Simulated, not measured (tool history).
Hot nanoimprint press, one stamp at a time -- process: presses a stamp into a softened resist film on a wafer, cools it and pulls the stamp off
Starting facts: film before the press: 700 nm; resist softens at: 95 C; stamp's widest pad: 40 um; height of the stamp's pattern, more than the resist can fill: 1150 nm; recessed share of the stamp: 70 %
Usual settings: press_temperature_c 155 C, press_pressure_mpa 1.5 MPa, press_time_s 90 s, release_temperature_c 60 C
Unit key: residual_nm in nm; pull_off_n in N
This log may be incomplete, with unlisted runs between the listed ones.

run	day	press_temperature_c	press_pressure_mpa	press_time_s	release_temperature_c	residual_nm	pull_off_n
1	0	155	1.5	90	60	424.2	156
2	1.1	155	1.5	90	60	425.6	160
3	1.942	155	1.5	90	60	426.3	166
4	3.054	155	1.5	90	60	432.1	162
5	3.817	165	1.5	90	60	309.7	170
# day 4.1: plate thermocouple calibrated
6	4.667	165	1.5	90	60	329.9	176
7	6.004	165	1.5	90	60	323	183
8	7.279	155	1.5	90	60	452.9	183
9	9.025	155	1.5	90	60	451.6	184
10	10.021	155	1.5	90	60	460.5	198
# day 10.65: stamp cleaned and given a new release coat
11	11.421	155	1.5	90	60	461.5	111
12	12.633	155	1.5	62	60	508.2	113
# day 13.233: plate thermocouple calibrated, once more
13	14.417	155	1.5	62	60	445	116
14	15.6	155	0.95	100	55	449.8	121
15	17.179	155	0.95	100	55	444.1	130
16	18.288	155	1.5	90	58	402.2	128
17	19.312	155	1.5	90	58	401	135
18	20.25	155	1.5	90	58	400.9	139
19	21.8	152	1.5	90	60	440.2	136
20	22.771	155	1.22	46	60	514.4	136
21	23.975	155	1.5	48	60	490.4	140
22	25.092	155	1.5	48	60	493.6	146
23	26.471	155	1.5	48	60	496.8	151
24	27.2	155	1.88	145	60	316.5	152
25	28.425	147	1.61	90	46	510.7	177
26	29.546	147	1.61	90	46	507.9	174

Below are 5 alternative next runs, each starting from the tool's condition after run 26. Predict each:
# day 30.754: press's hydraulic seals changed and the load cell set to zero
A	30.875	155	1.46	90	58	?	?
# day 30.754: press's hydraulic seals changed and the load cell set to zero
B	30.875	148	1	90	54	?	?
# day 30.754: press's hydraulic seals changed and the load cell set to zero
C	30.875	155	1.82	75	60	?	?
# day 30.754: press's hydraulic seals changed and the load cell set to zero
D	30.875	147	0.95	163	51	?	?
# day 30.754: press's hydraulic seals changed and the load cell set to zero
E	30.875	164	1.5	55	60	?	?

run	residual_nm	pull_off_n
A	410.2	168
B	549.8	175
C	396.2	164
D	497.1	176
E	359.7	171
With no hidden state in the tool, these same runs would have given:
run	residual_nm	pull_off_n
A	395.4	106
B	535.9	111
C	381.8	104
D	481	112
E	347.5	108
